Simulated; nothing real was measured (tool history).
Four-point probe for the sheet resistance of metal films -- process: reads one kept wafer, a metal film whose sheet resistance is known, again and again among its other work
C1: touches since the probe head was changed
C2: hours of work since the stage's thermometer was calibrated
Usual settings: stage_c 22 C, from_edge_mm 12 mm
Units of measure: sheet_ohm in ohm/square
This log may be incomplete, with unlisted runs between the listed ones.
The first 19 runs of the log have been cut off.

run 20 hour=1365.4 | stage_c=22 from_edge_mm=12 | C1=3753 C2=438 | sheet_ohm=22.456452
run 21 hour=1443.4 | stage_c=22 from_edge_mm=27 | C1=5862 C2=489 | sheet_ohm=22.443289
run 22 hour=1540.8 | stage_c=22 from_edge_mm=12 | C1=8496 C2=553 | sheet_ohm=22.446771
run 23 hour=1597.5 | stage_c=34 from_edge_mm=52 | C1=10029 C2=590 | sheet_ohm=22.406354
run 24 hour=1648.6 | stage_c=19 from_edge_mm=19 | C1=11411 C2=623 | sheet_ohm=22.431327
run 25 hour=1714 | stage_c=24 from_edge_mm=44 | C1=13182 C2=666 | sheet_ohm=22.408549
run 26 hour=1784.3 | stage_c=24 from_edge_mm=44 | C1=15083 C2=712 | sheet_ohm=22.398414
run 27 hour=1851.4 | stage_c=20 from_edge_mm=55 | C1=16896 C2=756 | sheet_ohm=22.412652
run 28 hour=1905.8 | stage_c=21 from_edge_mm=4 | C1=18367 C2=791 | sheet_ohm=22.585828
run 29 hour=1991.7 | stage_c=21 from_edge_mm=53 | C1=20691 C2=847 | sheet_ohm=22.385028
run 30 hour=2060.7 | stage_c=26 from_edge_mm=12 | C1=22557 C2=892 | sheet_ohm=22.398274
run 31 hour=2142.9 | stage_c=26 from_edge_mm=12 | C1=24781 C2=946 | sheet_ohm=22.385015
run 32 hour=2250.1 | stage_c=26 from_edge_mm=7 | C1=27680 C2=1016 | sheet_ohm=22.427781
run 33 hour=2340.4 | stage_c=18 from_edge_mm=14 | C1=30123 C2=1075 | sheet_ohm=22.388684
run 34 hour=2413.9 | stage_c=18 from_edge_mm=44 | C1=32110 C2=1123 | sheet_ohm=22.361103
run 35 hour=2479.2 | stage_c=22 from_edge_mm=36 | C1=33878 C2=1166 | sheet_ohm=22.339279
run 36 hour=2538.5 | stage_c=22 from_edge_mm=36 | C1=35480 C2=1204 | sheet_ohm=22.346001
run 37 hour=2615.8 | stage_c=22 from_edge_mm=36 | C1=37570 C2=1255 | sheet_ohm=22.342606
run 38 hour=2659.3 | stage_c=22 from_edge_mm=36 | C1=38747 C2=1283 | sheet_ohm=22.33229
run 39 hour=2743.4 | stage_c=22 from_edge_mm=36 | C1=41021 C2=1338 | sheet_ohm=22.336773
run 40 hour=2840.1 | stage_c=20 from_edge_mm=5 | C1=43638 C2=1402 | sheet_ohm=22.440807
run 41 hour=2944.2 | stage_c=29 from_edge_mm=4 | C1=46454 C2=1470 | sheet_ohm=22.489497
run 42 hour=3046.2 | stage_c=29 from_edge_mm=4 | C1=49211 C2=1536 | sheet_ohm=22.474362
run 43 hour=3128.2 | stage_c=29 from_edge_mm=4 | C1=51430 C2=1590 | sheet_ohm=22.47656
run 44 hour=3209.3 | stage_c=24 from_edge_mm=21 | C1=53623 C2=1643 | sheet_ohm=22.299573

Below are 4 alternative next runs, each starting from the tool's condition after run 44. Predict each:
run A hour=3273.7 | stage_c=34 from_edge_mm=16 | C1=55363 C2=1685 | sheet_ohm=?
run B hour=3273.7 | stage_c=23 from_edge_mm=53 | C1=55363 C2=1685 | sheet_ohm=?
run C hour=3273.7 | stage_c=24 from_edge_mm=47 | C1=55363 C2=1685 | sheet_ohm=?
run D hour=3273.7 | stage_c=25 from_edge_mm=12 | C1=55363 C2=1685 | sheet_ohm=?

run=A sheet_ohm=22.274264
run=B sheet_ohm=22.283013
run=C sheet_ohm=22.285646
run=D sheet_ohm=22.314503
With no hidden state in the tool, these same runs would have given:
run=A sheet_ohm=22.327137
run=B sheet_ohm=22.336405
run=C sheet_ohm=22.338999
run=D sheet_ohm=22.367875
